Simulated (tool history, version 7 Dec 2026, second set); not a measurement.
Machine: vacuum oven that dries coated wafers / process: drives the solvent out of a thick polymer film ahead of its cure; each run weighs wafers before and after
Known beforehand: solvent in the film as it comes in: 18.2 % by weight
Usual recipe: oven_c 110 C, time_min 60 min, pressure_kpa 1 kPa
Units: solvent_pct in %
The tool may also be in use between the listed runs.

Run 1, day 0: usual settings. Result: solvent_pct 1.93 %.
Run 2, day 2.333: usual settings. Result: solvent_pct 1.93 %.
Run 3, day 5.992: usual settings but time_min 73 min. Result: solvent_pct 1.65 %.
At day 9.117: vacuum gauge cleaned of residue and calibrated.
Run 4, day 10.892: usual settings but time_min 73 min. Result: solvent_pct 1.24 %.
Run 5, day 15.2: usual settings but time_min 73 min. Result: solvent_pct 1.26 %.
Run 6, day 17.7: usual settings but pressure_kpa 3.13 kPa. Result: solvent_pct 3.55 %.
Run 7, day 21.038: usual settings but pressure_kpa 3.13 kPa. Result: solvent_pct 3.58 %.
Run 8, day 23.967: usual settings but pressure_kpa 3.13 kPa. Result: solvent_pct 3.58 %.
Run 9, day 28.146: usual settings but pressure_kpa 0.67 kPa. Result: solvent_pct 1.38 %.
Run 10, day 31.917: usual settings but pressure_kpa 0.67 kPa. Result: solvent_pct 1.4 %.
Run 11, day 34.842: usual settings but time_min 87 min, pressure_kpa 0.67 kPa. Result: solvent_pct 0.89 %.
Run 12, day 37.175: usual settings but time_min 87 min, pressure_kpa 0.67 kPa. Result: solvent_pct 0.91 %.
Run 13, day 40.071: usual settings but oven_c 121 C. Result: solvent_pct 0.81 %.
Run 14, day 43.358: usual settings but oven_c 121 C, time_min 35 min, pressure_kpa 1.47 kPa. Result: solvent_pct 1.93 %.
Run 15, day 45.612: usual settings but oven_c 97 C, time_min 50 min, pressure_kpa 1.47 kPa. Result: solvent_pct 5.49 %.
Run 16, day 50.875: usual settings but time_min 79 min, pressure_kpa 2.34 kPa. Result: solvent_pct 2.56 %.

For run 17, what comes out?
Run 17, day 56.208: usual settings but time_min 79 min, pressure_kpa 2.34 kPa. Result: solvent_pct ?.

{"run 17": {"solvent_pct": 2.66}}
Were there no unlogged condition in the tool, this run, its random variation unchanged, would have produced solvent_pct 2.27 %.
